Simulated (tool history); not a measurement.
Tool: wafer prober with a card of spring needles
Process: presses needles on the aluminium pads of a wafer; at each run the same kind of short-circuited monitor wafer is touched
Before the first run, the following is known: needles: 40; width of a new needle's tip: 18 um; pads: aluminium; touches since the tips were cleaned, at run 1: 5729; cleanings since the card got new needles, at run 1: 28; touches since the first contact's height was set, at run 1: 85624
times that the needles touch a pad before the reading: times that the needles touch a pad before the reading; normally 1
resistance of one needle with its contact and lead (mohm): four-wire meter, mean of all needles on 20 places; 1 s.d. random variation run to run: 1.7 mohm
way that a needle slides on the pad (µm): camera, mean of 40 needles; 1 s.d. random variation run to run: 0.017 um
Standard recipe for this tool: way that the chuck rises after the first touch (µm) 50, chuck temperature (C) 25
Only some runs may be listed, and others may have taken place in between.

run	day	way that the chuck rises after the first touch (µm)	chuck temperature (C)	times that the needles touch a pad before the reading	touches since the tips were cleaned	cleanings since the card got new needles	touches since the first contact's height was set	resistance of one needle with its contact and lead (mohm)	way that a needle slides on the pad (µm)
1	0	50	25	1	5729	28	85624	346	11.57
# day 0.35: tips cleaned on abrasive film
2	1.2	50	25	1	3868	29	91064	397	11.51
# day 1.958: tips cleaned on abrasive film
3	2.725	50	25	1	3500	30	97991	316	11.44
# day 3.462: tips cleaned on abrasive film
4	4.021	50	71	1	2551	31	103872	300	11.43
# day 5.021: tips cleaned on abrasive film
5	5.321	50	25	2	1383	32	109776	225	11.45
6	6.071	50	25	2	4780	32	113173	271	11.42
# day 6.662: tips cleaned on abrasive film
# day 7.033: tips cleaned on abrasive film, once more
7	7.167	58	94	2	610	34	118135	201	13.26
8	8.242	49	30	2	5507	34	123032	286	11.15
# day 8.633: tips cleaned on abrasive film
9	9.442	43	25	1	3677	35	128464	386	9.73
# day 10.188: tips cleaned on abrasive film
10	10.308	50	28	2	542	36	132390	197	11.33
11	11.196	62	117	2	4578	36	136426	243	14.17

Below are 5 alternative next runs, each starting from the tool's condition after run 11. Predict each:
# day 11.738: tips cleaned on abrasive film
A	12.496	69	117	2	3456	37	142336	?	?
# day 11.738: tips cleaned on abrasive film
B	12.496	62	117	2	3456	37	142336	?	?
# day 11.738: tips cleaned on abrasive film
C	12.496	45	117	1	3456	37	142336	?	?
# day 11.738: tips cleaned on abrasive film
D	12.496	62	27	2	3456	37	142336	?	?
# day 11.738: tips cleaned on abrasive film
E	12.496	50	25	2	3456	37	142336	?	?

run	resistance of one needle with its contact and lead (mohm)	way that a needle slides on the pad (µm)
A	227	15.8
B	240	14.14
C	354	10.14
D	232	14.17
E	261	11.34
The same runs, with their run-to-run variation unchanged, on a tool lacking any hidden condition would have given:
run	resistance of one needle with its contact and lead (mohm)	way that a needle slides on the pad (µm)
A	182	16.25
B	184	14.59
C	188	10.59
D	168	14.61
E	167	11.78
